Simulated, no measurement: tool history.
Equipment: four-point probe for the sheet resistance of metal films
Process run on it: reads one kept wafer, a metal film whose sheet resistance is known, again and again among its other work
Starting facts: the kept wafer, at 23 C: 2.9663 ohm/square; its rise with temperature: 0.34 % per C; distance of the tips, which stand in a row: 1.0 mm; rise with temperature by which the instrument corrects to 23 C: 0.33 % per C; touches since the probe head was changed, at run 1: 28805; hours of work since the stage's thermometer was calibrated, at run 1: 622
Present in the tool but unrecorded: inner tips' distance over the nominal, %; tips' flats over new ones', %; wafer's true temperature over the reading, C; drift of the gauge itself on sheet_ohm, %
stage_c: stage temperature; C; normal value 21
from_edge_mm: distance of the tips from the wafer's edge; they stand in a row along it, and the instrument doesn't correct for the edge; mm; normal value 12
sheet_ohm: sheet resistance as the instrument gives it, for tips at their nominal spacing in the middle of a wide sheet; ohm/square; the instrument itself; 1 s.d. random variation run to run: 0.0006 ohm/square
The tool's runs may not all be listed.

| run | hour | stage_c | from_edge_mm | touches since the probe head was changed | hours of work since the stage's thermometer was calibrated | sheet_ohm |
|---|---|---|---|---|---|---|
| 1 | 0 | 21 | 12 | 28805 | 622 | 2.969996 |
| 2 | 68.2 | 21 | 12 | 30720 | 663 | 2.970436 |
| 3 | 125.1 | 22 | 12 | 32317 | 698 | 2.970914 |
| 4 | 246.1 | 22 | 12 | 35716 | 771 | 2.969723 |
| 5 | 363.5 | 21 | 12 | 39013 | 843 | 2.971002 |
| 6 | 438.9 | 21 | 12 | 41132 | 888 | 2.971497 |
| 7 | 524 | 21 | 43 | 43521 | 940 | 2.960985 |
| 8 | 628.5 | 21 | 43 | 46457 | 1003 | 2.962657 |
| 9 | 692 | 21 | 43 | 48239 | 1042 | 2.96235 |
| 10 | 814.1 | 21 | 20 | 51667 | 1116 | 2.965546 |
| 11 | 890 | 21 | 21 | 53799 | 1162 | 2.965669 |
| 12 | 999.5 | 21 | 21 | 56874 | 1228 | 2.965249 |
| 13 | 1061.7 | 21 | 21 | 58622 | 1266 | 2.966075 |
| 14 | 1165.3 | 21 | 21 | 61532 | 1329 | 2.965667 |
| 15 | 1268.1 | 21 | 12 | 64419 | 1391 | 2.97352 |
| 16 | 1335.5 | 21 | 12 | 66311 | 1432 | 2.973477 |
| 17 | 1433.1 | 21 | 12 | 69052 | 1491 | 2.974334 |
| 18 | 1486.2 | 21 | 12 | 70543 | 1523 | 2.974178 |
| 19 | 1590.3 | 21 | 12 | 73468 | 1587 | 2.974805 |
| 20 | 1653.3 | 21 | 12 | 75237 | 1625 | 2.974094 |
| 21 | 1725.9 | 18 | 12 | 77275 | 1669 | 2.974023 |
| 22 | 1794.2 | 18 | 12 | 79194 | 1710 | 2.974283 |
| 23 | 1885.8 | 18 | 12 | 81766 | 1766 | 2.97455 |
| 24 | 1957.6 | 18 | 12 | 83783 | 1809 | 2.975071 |
| 25 | 2066.9 | 18 | 20 | 86853 | 1876 | 2.96732 |
| 26 | 2122.1 | 18 | 20 | 88401 | 1909 | 2.968729 |
| 27 | 2187.6 | 23 | 7 | 90241 | 1949 | 2.997927 |
| 28 | 2260.8 | 27 | 22 | 92299 | 1993 | 2.969477 |
| 29 | 2329.1 | 27 | 22 | 94216 | 2035 | 2.970555 |
| 30 | 2434.9 | 27 | 22 | 97185 | 2099 | 2.971209 |
|  | 2446.6 | stage's thermometer calibrated |
| 31 | 2527.8 | 30 | 12 | 99783 | 49 | 2.976591 |
| 32 | 2582.1 | 30 | 12 | 101307 | 82 | 2.977731 |
| 33 | 2684.6 | 23 | 6 | 104184 | 144 | 3.008932 |
| 34 | 2734.1 | 25 | 3 | 105575 | 174 | 3.131004 |
| 35 | 2809.9 | 29 | 18 | 107704 | 220 | 2.971948 |
| 36 | 2884.6 | 25 | 39 | 109802 | 266 | 2.966141 |
| 37 | 2951.4 | 26 | 27 | 111678 | 306 | 2.968588 |
| 38 | 3038 | 26 | 27 | 114109 | 359 | 2.968725 |
|  | 3064.2 | stage's thermometer calibrated, once more |
| 39 | 3134 | 33 | 4 | 116793 | 42 | 3.076366 |
| 40 | 3199.6 | 23 | 31 | 118635 | 82 | 2.979829 |
| 41 | 3305.6 | 33 | 4 | 121611 | 146 | 3.078123 |
|  | 3314.1 | new probe head fitted |
| 42 | 3404.1 | 33 | 4 | 2527 | 206 | 3.05916 |
| 43 | 3504.9 | 28 | 40 | 5358 | 267 | 2.963103 |
| 44 | 3574.2 | 19 | 9 | 7303 | 309 | 2.978303 |

Hidden condition of the tool, last listed run before each entry between runs versus first listed run after:
From run 30 to run 31: stage's thermometer calibrated (hour 2446.6)
  inner tips' distance over the nominal, %: 0.234 -> 0.248; tips' flats over new ones', %: 60 -> 62; wafer's true temperature over the reading, C: -0.72 -> -1.03
  what was measured, less what the result would be without the hidden state, sheet_ohm: +0.000415 -> -0.002094 ohm/square
From run 38 to run 39: stage's thermometer calibrated, once more (hour 3064.2)
  inner tips' distance over the nominal, %: 0.329 -> 0.345; tips' flats over new ones', %: 71 -> 73; wafer's true temperature over the reading, C: -1.13 -> 0.03
  what was measured, less what the result would be without the hidden state, sheet_ohm: -0.000621 -> +0.011703 ohm/square
From run 41 to run 42: new probe head fitted (hour 3314.1)
  inner tips' distance over the nominal, %: 0.373 -> -0.198; tips' flats over new ones', %: 76 -> 2; wafer's true temperature over the reading, C: -0.01 -> -0.03
  what was measured, less what the result would be without the hidden state, sheet_ohm: +0.012262 -> -0.006816 ohm/square

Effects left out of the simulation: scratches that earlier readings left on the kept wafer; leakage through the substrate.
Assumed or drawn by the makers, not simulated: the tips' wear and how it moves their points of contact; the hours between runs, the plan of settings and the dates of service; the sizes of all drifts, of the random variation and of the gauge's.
